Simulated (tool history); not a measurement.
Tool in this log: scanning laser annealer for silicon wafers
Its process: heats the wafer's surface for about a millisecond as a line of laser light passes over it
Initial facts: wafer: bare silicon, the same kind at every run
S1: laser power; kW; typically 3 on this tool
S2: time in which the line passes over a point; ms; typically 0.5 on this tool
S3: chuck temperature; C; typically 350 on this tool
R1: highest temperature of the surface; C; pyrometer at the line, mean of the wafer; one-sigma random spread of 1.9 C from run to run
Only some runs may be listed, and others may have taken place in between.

run	hour	S1	S2	S3	R1
1	0	3	0.5	350	1097
2	37.4	3	0.5	325	1070
3	59.3	3	0.5	325	1068
4	99.5	3	0.5	325	1071
5	126.8	3	0.5	325	1066
6	150.5	3	0.608	350	1183
7	190.3	3	0.608	350	1180
8	221.2	3	0.608	350	1178
# hour 228.5: window over the wafer cleaned
9	255.8	3	0.608	350	1199
10	297.9	3	0.608	350	1201
11	340.5	3	0.608	350	1192
12	376.5	3	0.608	350	1197
13	408.5	3	0.608	350	1194
14	449.5	3	0.608	350	1190
15	470.6	3	0.5	368	1114
16	515.7	3	0.5	368	1113
17	554.7	3	0.5	368	1109
# hour 568.2: optics aligned, line set to its width
18	589.6	3	0.5	368	1119
19	636.5	3.146	0.5	350	1150
20	662.5	3.146	0.5	350	1150
21	691.2	2.886	0.57	362	1131
# hour 733.1: window over the wafer cleaned
22	743.2	3.19	0.575	339	1239
23	774.5	3.19	0.575	339	1239
24	807.3	3.286	0.449	362	1166
25	840.1	3.13	0.527	343	1175
26	888.7	2.829	0.445	381	1039
27	920.2	2.757	0.53	332	1033
28	964.7	2.656	0.44	324	922
29	1006.3	2.656	0.44	324	920
30	1033.3	2.656	0.44	324	919
31	1069.6	2.656	0.381	359	905
32	1108	2.803	0.364	336	902
33	1147.1	2.803	0.364	336	905
34	1187.7	2.588	0.435	363	932
35	1212.4	2.819	0.498	378	1060
# hour 1233.2: window over the wafer cleaned
36	1235.2	2.819	0.498	378	1084
37	1274.9	3	0.598	361	1209
38	1315.3	3	0.598	361	1205
39	1360.8	3	0.598	361	1207
40	1406	3	0.598	361	1203

Some steps in R1 between neighbouring runs. How much of each would the tool show without its hidden state too (settings, what came in, random variation), and how much is left for the hidden state, with any gauge scatter that isn't in both results?
The tool's hidden condition here consists of: light that passes the window, % of a clean one's; laser's true power over the reading, %; width of the line over the set one, %; drift of the gauge itself on peak_c, C.
Run 8 -> 9: window over the wafer cleaned. R1 +21 C: hidden state +21, all else +0.
Run 21 -> 22: S1 2.886 -> 3.19, S2 0.57 -> 0.575, S3 362 -> 339, window over the wafer cleaned. R1 +108 C: hidden state +19, all else +89.
Run 25 -> 26: S1 3.13 -> 2.829, S2 0.527 -> 0.445, S3 343 -> 381. R1 -136 C: hidden state -4, all else -132.
Run 34 -> 35: S1 2.588 -> 2.819, S2 0.435 -> 0.498, S3 363 -> 378. R1 +128 C: hidden state -2, all else +130.
Run 35 -> 36: window over the wafer cleaned. R1 +24 C: hidden state +18, all else +6.
Run 36 -> 37: S1 2.819 -> 3, S2 0.498 -> 0.598, S3 378 -> 361. R1 +125 C: hidden state -1, all else +126.

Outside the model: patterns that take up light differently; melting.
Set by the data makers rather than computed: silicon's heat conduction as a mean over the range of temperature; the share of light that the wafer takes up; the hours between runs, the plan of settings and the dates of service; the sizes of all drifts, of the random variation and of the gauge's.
